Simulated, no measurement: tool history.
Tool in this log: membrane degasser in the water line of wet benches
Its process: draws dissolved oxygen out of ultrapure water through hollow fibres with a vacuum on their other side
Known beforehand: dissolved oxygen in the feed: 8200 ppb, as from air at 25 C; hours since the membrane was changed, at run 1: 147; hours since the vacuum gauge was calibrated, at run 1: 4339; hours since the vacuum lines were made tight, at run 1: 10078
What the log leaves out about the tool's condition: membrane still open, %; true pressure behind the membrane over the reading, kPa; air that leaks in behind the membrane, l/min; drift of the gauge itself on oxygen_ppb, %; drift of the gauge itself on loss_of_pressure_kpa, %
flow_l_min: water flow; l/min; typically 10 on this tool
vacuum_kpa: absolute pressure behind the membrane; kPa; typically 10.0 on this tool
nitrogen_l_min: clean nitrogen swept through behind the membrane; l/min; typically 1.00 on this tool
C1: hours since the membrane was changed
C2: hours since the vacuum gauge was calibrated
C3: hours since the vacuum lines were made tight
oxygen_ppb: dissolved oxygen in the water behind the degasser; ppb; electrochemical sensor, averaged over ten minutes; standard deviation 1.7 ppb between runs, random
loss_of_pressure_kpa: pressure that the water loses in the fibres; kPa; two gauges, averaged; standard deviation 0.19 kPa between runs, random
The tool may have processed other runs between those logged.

{"run": 1, "day": 0.0, "flow_l_min": 10, "vacuum_kpa": 10.0, "nitrogen_l_min": 1.0, "C1": 147, "C2": 4339, "C3": 10078, "oxygen_ppb": 176.6, "loss_of_pressure_kpa": 38.66}
{"run": 2, "day": 1.525, "flow_l_min": 10, "vacuum_kpa": 10.0, "nitrogen_l_min": 1.0, "C1": 184, "C2": 4376, "C3": 10115, "oxygen_ppb": 171.1, "loss_of_pressure_kpa": 38.76}
{"run": 3, "day": 3.183, "flow_l_min": 10, "vacuum_kpa": 10.0, "nitrogen_l_min": 1.0, "C1": 223, "C2": 4415, "C3": 10155, "oxygen_ppb": 173.9, "loss_of_pressure_kpa": 38.74}
{"run": 4, "day": 5.196, "flow_l_min": 10, "vacuum_kpa": 10.0, "nitrogen_l_min": 1.0, "C1": 272, "C2": 4464, "C3": 10203, "oxygen_ppb": 175.1, "loss_of_pressure_kpa": 38.8}
{"run": 5, "day": 7.304, "flow_l_min": 10, "vacuum_kpa": 10.0, "nitrogen_l_min": 1.0, "C1": 322, "C2": 4514, "C3": 10254, "oxygen_ppb": 177.5, "loss_of_pressure_kpa": 38.71}
{"run": 6, "day": 9.383, "flow_l_min": 10, "vacuum_kpa": 10.0, "nitrogen_l_min": 1.0, "C1": 372, "C2": 4564, "C3": 10304, "oxygen_ppb": 175.1, "loss_of_pressure_kpa": 38.7}
{"day": 11.121, "done": "vacuum gauge calibrated"}
{"run": 7, "day": 11.354, "flow_l_min": 10, "vacuum_kpa": 10.0, "nitrogen_l_min": 1.0, "C1": 419, "C2": 6, "C3": 10350, "oxygen_ppb": 172.9, "loss_of_pressure_kpa": 38.53}
{"run": 8, "day": 12.608, "flow_l_min": 10, "vacuum_kpa": 10.0, "nitrogen_l_min": 1.0, "C1": 449, "C2": 36, "C3": 10381, "oxygen_ppb": 176.2, "loss_of_pressure_kpa": 39.09}
{"run": 9, "day": 14.729, "flow_l_min": 10, "vacuum_kpa": 10.0, "nitrogen_l_min": 1.0, "C1": 500, "C2": 87, "C3": 10431, "oxygen_ppb": 175.2, "loss_of_pressure_kpa": 38.52}
{"run": 10, "day": 16.371, "flow_l_min": 10, "vacuum_kpa": 10.0, "nitrogen_l_min": 1.0, "C1": 539, "C2": 126, "C3": 10471, "oxygen_ppb": 177.7, "loss_of_pressure_kpa": 38.64}
{"run": 11, "day": 17.408, "flow_l_min": 10, "vacuum_kpa": 10.0, "nitrogen_l_min": 0.42, "C1": 564, "C2": 151, "C3": 10496, "oxygen_ppb": 359.2, "loss_of_pressure_kpa": 38.32}
{"run": 12, "day": 18.608, "flow_l_min": 10, "vacuum_kpa": 10.0, "nitrogen_l_min": 0.42, "C1": 593, "C2": 180, "C3": 10525, "oxygen_ppb": 353.2, "loss_of_pressure_kpa": 38.82}
{"run": 13, "day": 20.375, "flow_l_min": 10, "vacuum_kpa": 6.3, "nitrogen_l_min": 0.42, "C1": 635, "C2": 222, "C3": 10567, "oxygen_ppb": 169.8, "loss_of_pressure_kpa": 38.8}
{"run": 14, "day": 22.096, "flow_l_min": 15, "vacuum_kpa": 6.3, "nitrogen_l_min": 0.42, "C1": 677, "C2": 263, "C3": 10608, "oxygen_ppb": 267.4, "loss_of_pressure_kpa": 58.24}
{"run": 15, "day": 23.829, "flow_l_min": 15, "vacuum_kpa": 6.3, "nitrogen_l_min": 0.42, "C1": 718, "C2": 305, "C3": 10650, "oxygen_ppb": 267.2, "loss_of_pressure_kpa": 58.53}
{"run": 16, "day": 25.658, "flow_l_min": 15, "vacuum_kpa": 6.3, "nitrogen_l_min": 0.42, "C1": 762, "C2": 349, "C3": 10694, "oxygen_ppb": 266.2, "loss_of_pressure_kpa": 58.57}
{"run": 17, "day": 27.65, "flow_l_min": 15, "vacuum_kpa": 6.3, "nitrogen_l_min": 0.42, "C1": 810, "C2": 397, "C3": 10742, "oxygen_ppb": 270.1, "loss_of_pressure_kpa": 58.35}
{"run": 18, "day": 29.579, "flow_l_min": 15, "vacuum_kpa": 6.3, "nitrogen_l_min": 0.42, "C1": 856, "C2": 443, "C3": 10788, "oxygen_ppb": 266.5, "loss_of_pressure_kpa": 58.47}
{"run": 19, "day": 31.45, "flow_l_min": 15, "vacuum_kpa": 11.6, "nitrogen_l_min": 0.44, "C1": 901, "C2": 488, "C3": 10833, "oxygen_ppb": 602.9, "loss_of_pressure_kpa": 58.33}
{"run": 20, "day": 32.604, "flow_l_min": 10, "vacuum_kpa": 10.0, "nitrogen_l_min": 1.73, "C1": 929, "C2": 516, "C3": 10860, "oxygen_ppb": 108.2, "loss_of_pressure_kpa": 38.93}
{"run": 21, "day": 33.958, "flow_l_min": 10, "vacuum_kpa": 10.0, "nitrogen_l_min": 1.73, "C1": 962, "C2": 548, "C3": 10893, "oxygen_ppb": 107.9, "loss_of_pressure_kpa": 39.07}
{"run": 22, "day": 36.071, "flow_l_min": 10, "vacuum_kpa": 10.0, "nitrogen_l_min": 2.35, "C1": 1012, "C2": 599, "C3": 10944, "oxygen_ppb": 85.5, "loss_of_pressure_kpa": 38.67}
{"run": 23, "day": 37.008, "flow_l_min": 10, "vacuum_kpa": 24.3, "nitrogen_l_min": 1.0, "C1": 1035, "C2": 621, "C3": 10966, "oxygen_ppb": 504.3, "loss_of_pressure_kpa": 38.65}
{"run": 24, "day": 38.579, "flow_l_min": 10, "vacuum_kpa": 24.3, "nitrogen_l_min": 1.0, "C1": 1072, "C2": 659, "C3": 11004, "oxygen_ppb": 500.6, "loss_of_pressure_kpa": 38.8}
{"run": 25, "day": 40.725, "flow_l_min": 10, "vacuum_kpa": 24.3, "nitrogen_l_min": 1.0, "C1": 1124, "C2": 711, "C3": 11055, "oxygen_ppb": 504.3, "loss_of_pressure_kpa": 38.97}
{"run": 26, "day": 43.029, "flow_l_min": 10, "vacuum_kpa": 24.3, "nitrogen_l_min": 1.0, "C1": 1179, "C2": 766, "C3": 11111, "oxygen_ppb": 499.0, "loss_of_pressure_kpa": 39.25}
{"run": 27, "day": 44.525, "flow_l_min": 7, "vacuum_kpa": 10.7, "nitrogen_l_min": 0.55, "C1": 1215, "C2": 802, "C3": 11147, "oxygen_ppb": 233.1, "loss_of_pressure_kpa": 27.4}
{"run": 28, "day": 46.725, "flow_l_min": 7, "vacuum_kpa": 10.7, "nitrogen_l_min": 2.63, "C1": 1268, "C2": 854, "C3": 11199, "oxygen_ppb": 56.1, "loss_of_pressure_kpa": 27.25}
{"run": 29, "day": 48.183, "flow_l_min": 8, "vacuum_kpa": 9.1, "nitrogen_l_min": 0.58, "C1": 1303, "C2": 890, "C3": 11234, "oxygen_ppb": 197.3, "loss_of_pressure_kpa": 31.34}
{"run": 30, "day": 49.654, "flow_l_min": 10, "vacuum_kpa": 9.6, "nitrogen_l_min": 1.81, "C1": 1338, "C2": 925, "C3": 11270, "oxygen_ppb": 100.9, "loss_of_pressure_kpa": 38.81}
{"run": 31, "day": 51.8, "flow_l_min": 10, "vacuum_kpa": 9.6, "nitrogen_l_min": 1.81, "C1": 1390, "C2": 976, "C3": 11321, "oxygen_ppb": 99.6, "loss_of_pressure_kpa": 38.82}
{"run": 32, "day": 53.029, "flow_l_min": 10, "vacuum_kpa": 9.6, "nitrogen_l_min": 1.81, "C1": 1419, "C2": 1006, "C3": 11351, "oxygen_ppb": 100.4, "loss_of_pressure_kpa": 39.03}

Consider 3 possible next runs. They are alternatives, not a sequence: every one starts from the tool as it was left by run 32. What does each give?
{"run": "A", "day": 54.746, "flow_l_min": 9, "vacuum_kpa": 16.4, "nitrogen_l_min": 0.98, "C1": 1460, "C2": 1047, "C3": 11392, "oxygen_ppb": "?", "loss_of_pressure_kpa": "?"}
{"run": "B", "day": 54.746, "flow_l_min": 8, "vacuum_kpa": 9.6, "nitrogen_l_min": 1.81, "C1": 1460, "C2": 1047, "C3": 11392, "oxygen_ppb": "?", "loss_of_pressure_kpa": "?"}
{"run": "C", "day": 54.746, "flow_l_min": 15, "vacuum_kpa": 23.8, "nitrogen_l_min": 1.51, "C1": 1460, "C2": 1047, "C3": 11392, "oxygen_ppb": "?", "loss_of_pressure_kpa": "?"}

run=A oxygen_ppb=302.2 loss_of_pressure_kpa=35.27
run=B oxygen_ppb=78.5 loss_of_pressure_kpa=31.07
run=C oxygen_ppb=517.1 loss_of_pressure_kpa=58.78
The same runs, with their run-to-run variation unchanged, on a tool lacking any hidden condition would have given:
run=A oxygen_ppb=285.7 loss_of_pressure_kpa=34.98
run=B oxygen_ppb=73.0 loss_of_pressure_kpa=30.82
run=C oxygen_ppb=499.6 loss_of_pressure_kpa=58.31

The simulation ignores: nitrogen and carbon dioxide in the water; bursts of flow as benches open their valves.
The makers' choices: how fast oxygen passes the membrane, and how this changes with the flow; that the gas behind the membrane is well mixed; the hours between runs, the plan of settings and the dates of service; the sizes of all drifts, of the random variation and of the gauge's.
